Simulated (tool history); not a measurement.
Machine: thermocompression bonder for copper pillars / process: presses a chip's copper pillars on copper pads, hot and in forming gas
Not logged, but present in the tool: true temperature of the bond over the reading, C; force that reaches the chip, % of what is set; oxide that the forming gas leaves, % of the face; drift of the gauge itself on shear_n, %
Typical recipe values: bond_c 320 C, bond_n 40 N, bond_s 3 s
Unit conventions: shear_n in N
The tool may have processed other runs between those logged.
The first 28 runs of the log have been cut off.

run,hour,bond_c,bond_n,bond_s,hours of work since the heater was calibrated,hours of work since the force cell was calibrated,hours of work since the gas filter was changed,shear_n
29,654.7,320,59,2,1124,849,153,58.8
30,670.3,296,57,6,1131,857,160,60.8
31,687.3,296,57,6,1140,866,169,60.5
32,715.6,296,57,6,1154,880,183,60.1
33,742.7,320,48,3,1168,893,197,55.2
34,767.9,320,48,3,1180,906,209,54.5
35,784.8,320,48,3,1189,914,218,55.1
36,808.5,331,48,4,1201,926,230,66.8
37,835.6,320,50,7,1214,940,243,71.9
38,858.5,337,59,7,1226,951,255,88
39,892.8,337,59,7,1243,968,272,88.4
# hour 901: forming gas filter changed
40,913.4,320,35,3,1253,979,6,40.4

Forecast each of these 4 alternatives for the next run:
A,947.3,320,38,3,1270,995,23,?
B,947.3,320,31,3,1270,995,23,?
C,947.3,320,54,4,1270,995,23,?
D,947.3,337,51,2,1270,995,23,?

run,shear_n
A,43.7
B,34.8
C,68.1
D,62.6
Without the tool's unlogged condition, the same runs would have read:
run,shear_n
A,41.1
B,32.5
C,65
D,59.8
